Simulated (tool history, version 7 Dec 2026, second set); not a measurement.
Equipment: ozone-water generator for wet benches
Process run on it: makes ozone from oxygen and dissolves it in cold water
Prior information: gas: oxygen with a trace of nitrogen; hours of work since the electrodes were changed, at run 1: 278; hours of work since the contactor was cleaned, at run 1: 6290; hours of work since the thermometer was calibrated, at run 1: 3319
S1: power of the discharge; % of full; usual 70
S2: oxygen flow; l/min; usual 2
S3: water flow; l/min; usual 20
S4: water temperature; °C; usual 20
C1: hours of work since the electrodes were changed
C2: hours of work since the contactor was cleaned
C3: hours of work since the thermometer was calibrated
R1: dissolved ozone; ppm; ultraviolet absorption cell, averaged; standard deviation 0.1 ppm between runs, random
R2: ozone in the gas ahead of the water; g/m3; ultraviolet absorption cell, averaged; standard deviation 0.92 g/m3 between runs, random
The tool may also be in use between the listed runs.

Run 1, hour 0: usual settings; C1 278; C2 6290; C3 3319. Result: R1 6.13 ppm, R2 152.2 g/m3.
Run 2, hour 40.8: usual settings; C1 306; C2 6318; C3 3347. Result: R1 6.01 ppm, R2 151.5 g/m3.
Run 3, hour 85.4: usual settings; C1 336; C2 6348; C3 3378. Result: R1 5.95 ppm, R2 152.5 g/m3.
Run 4, hour 151.2: usual settings; C1 381; C2 6393; C3 3423. Result: R1 6.13 ppm, R2 152.7 g/m3.
Run 5, hour 202: usual settings; C1 416; C2 6428; C3 3458. Result: R1 6.03 ppm, R2 152.7 g/m3.
Run 6, hour 264.6: usual settings; C1 459; C2 6471; C3 3500. Result: R1 6.03 ppm, R2 151 g/m3.
Run 7, hour 301.5: usual settings but S1 46 % of full; C1 484; C2 6496; C3 3526. Result: R1 3.99 ppm, R2 107 g/m3.
Run 8, hour 381.4: usual settings but S4 17 °C; C1 539; C2 6551; C3 3580. Result: R1 5.96 ppm, R2 152.4 g/m3.
Run 9, hour 427.1: usual settings but S4 17 °C; C1 570; C2 6582; C3 3612. Result: R1 6.02 ppm, R2 152.8 g/m3.
Run 10, hour 479.2: usual settings but S2 1.1 l/min; C1 606; C2 6618; C3 3647. Result: R1 4.42 ppm, R2 183.9 g/m3.
Run 11, hour 530.9: usual settings but S2 1.1 l/min; C1 641; C2 6653; C3 3683. Result: R1 4.29 ppm, R2 183.3 g/m3.
Run 12, hour 581.7: usual settings but S2 1.1 l/min; C1 676; C2 6688; C3 3718. Result: R1 4.36 ppm, R2 183.9 g/m3.
Run 13, hour 652.8: usual settings; C1 725; C2 6737; C3 3766. Result: R1 5.91 ppm, R2 149.9 g/m3.
Run 14, hour 730.3: usual settings; C1 778; C2 6790; C3 3819. Result: R1 6.05 ppm, R2 152.4 g/m3.
Run 15, hour 776.1: usual settings; C1 809; C2 6821; C3 3851. Result: R1 6.07 ppm, R2 152.7 g/m3.
Run 16, hour 815.3: usual settings but S1 68 % of full; C1 836; C2 6848; C3 3878. Result: R1 5.56 ppm, R2 148.6 g/m3.
Run 17, hour 865: usual settings but S1 68 % of full, S2 1.88 l/min, S3 28 l/min; C1 870; C2 6882; C3 3912. Result: R1 3.6 ppm, R2 150.3 g/m3.
Run 18, hour 901.4: usual settings but S3 18 l/min, S4 22 °C; C1 895; C2 6907; C3 3936. Result: R1 6.38 ppm, R2 151.3 g/m3.
Run 19, hour 965.1: usual settings but S2 1.27 l/min, S3 13 l/min, S4 21 °C; C1 939; C2 6951; C3 3980. Result: R1 7.86 ppm, R2 175.1 g/m3.
Run 20, hour 1018.5: usual settings but S2 1.51 l/min, S3 29 l/min; C1 975; C2 6987; C3 4017. Result: R1 3.11 ppm, R2 166.2 g/m3.
Run 21, hour 1076.6: usual settings but S1 69 % of full, S2 1.51 l/min, S3 29 l/min; C1 1015; C2 7027; C3 4056. Result: R1 2.98 ppm, R2 163.9 g/m3.
Run 22, hour 1147.8: usual settings but S1 90 % of full, S2 3.09 l/min, S3 16 l/min, S4 25 °C; C1 1064; C2 7076; C3 4105. Result: R1 10.12 ppm, R2 162.7 g/m3.
Run 23, hour 1208.1: usual settings but S1 45 % of full, S2 2.07 l/min, S3 13 l/min, S4 27 °C; C1 1105; C2 7117; C3 4146. Result: R1 5.89 ppm, R2 102.6 g/m3.
Run 24, hour 1272: usual settings but S1 45 % of full, S2 2.07 l/min, S3 13 l/min, S4 27 °C; C1 1149; C2 7161; C3 4190. Result: R1 6.15 ppm, R2 102.6 g/m3.
Run 25, hour 1316.5: usual settings but S1 83 % of full, S2 2.07 l/min, S3 13 l/min; C1 1179; C2 7191; C3 4221. Result: R1 11.1 ppm, R2 171 g/m3.
Run 26, hour 1376.7: usual settings but S1 83 % of full, S2 2.07 l/min, S3 13 l/min; C1 1220; C2 7233; C3 4262. Result: R1 11.06 ppm, R2 173.6 g/m3.
Run 27, hour 1417.8: usual settings but S1 74 % of full, S2 2.07 l/min, S3 13 l/min, S4 17 °C; C1 1249; C2 7261; C3 4290. Result: R1 10.27 ppm, R2 157.1 g/m3.
Run 28, hour 1499.6: usual settings but S1 46 % of full, S2 2.07 l/min, S3 22 l/min, S4 18 °C; C1 1305; C2 7317; C3 4346. Result: R1 3.76 ppm, R2 103.5 g/m3.
Run 29, hour 1555.1: usual settings but S1 52 % of full, S2 1.25 l/min, S3 23 l/min; C1 1343; C2 7355; C3 4384. Result: R1 2.9 ppm, R2 136.4 g/m3.
Run 30, hour 1623.9: usual settings but S1 52 % of full, S2 1.25 l/min, S3 14 l/min, S4 13 °C; C1 1390; C2 7402; C3 4431. Result: R1 5.8 ppm, R2 133.7 g/m3.
Run 31, hour 1687.5: usual settings but S1 61 % of full, S2 2.17 l/min, S3 14 l/min, S4 22 °C; C1 1433; C2 7445; C3 4475. Result: R1 7.7 ppm, R2 131.1 g/m3.
Run 32, hour 1728.6: usual settings but S1 77 % of full, S2 2.34 l/min, S3 13 l/min; C1 1461; C2 7473; C3 4503. Result: R1 10.56 ppm, R2 154.3 g/m3.

Consider 3 possible next runs. They are alternatives, not a sequence: every one starts from the tool as it was left by run 32. What does each give?
Run A, hour 1793.6: usual settings but S1 77 % of full, S2 2.38 l/min, S3 13 l/min, S4 12 °C; C1 1506; C2 7518; C3 4547. Result: R1 ?, R2 ?.
Run B, hour 1793.6: usual settings but S1 46 % of full, S3 14 l/min, S4 13 °C; C1 1506; C2 7518; C3 4547. Result: R1 ?, R2 ?.
Run C, hour 1793.6: usual settings but S3 15 l/min, S4 13 °C; C1 1506; C2 7518; C3 4547. Result: R1 ?, R2 ?.

run     R1     R2
  A  11.75  153.3
  B    6.6  105.5
  C   8.54  149.1
With no hidden state in the tool, these same runs would have given:
run    R1     R2
  A  13.3  157.5
  B  7.39  107.1
  C  9.69  152.8

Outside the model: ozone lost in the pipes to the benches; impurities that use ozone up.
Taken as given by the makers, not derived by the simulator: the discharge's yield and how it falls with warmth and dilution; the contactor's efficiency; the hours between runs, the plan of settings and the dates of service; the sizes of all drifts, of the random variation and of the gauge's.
